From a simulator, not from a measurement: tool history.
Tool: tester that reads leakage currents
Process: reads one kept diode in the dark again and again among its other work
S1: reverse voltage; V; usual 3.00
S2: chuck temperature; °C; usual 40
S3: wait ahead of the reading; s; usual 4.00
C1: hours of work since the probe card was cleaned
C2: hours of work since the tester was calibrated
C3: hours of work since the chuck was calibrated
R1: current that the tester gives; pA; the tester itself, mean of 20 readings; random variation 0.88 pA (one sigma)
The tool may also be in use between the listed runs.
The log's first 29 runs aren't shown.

run      day     S1  S2    S3    C1    C2   C3       R1
 30  233.046  13.37  57  4.87  2316  1486  143  2065.90
 31  238.258   7.46  22  4.00  2394  1564  221   143.89
 32  244.900   7.46  26  4.00  2495  1665  322   189.07
 33  251.375   1.59  35  0.40  2592  1763  419   143.06
 34  260.017   1.59  35  0.40  2723  1893  550   141.10
 35  268.717   4.40  28  0.72  2854  2024  681   155.84
     269.642  -- probe card cleaned and baked
 36  278.733   4.40  28  0.72   137  2174  830   150.31
 37  287.900   1.51  21  0.72   276  2312  969    47.14
     293.442  -- chuck's temperature calibrated
 38  298.721   1.51  21  0.72   438  2474   80    52.55
 39  308.950   9.51  54  0.44   592  2628  234  1411.75

Forecast each of these 4 alternatives for the next run:
  A  317.812   9.51  54  2.79  726  2762  368   ?
  B  317.812   5.34  40  4.00  726  2762  368   ?
  C  317.812  11.04  54  0.96  726  2762  368   ?
  D  317.812   1.19  54  0.44  726  2762  368   ?

run       R1
  A  1386.84
  B   406.91
  C  1524.96
  D   415.76
Without the tool's hidden state the same runs would have given:
run       R1
  A  1405.93
  B   413.43
  C  1545.72
  D   421.82
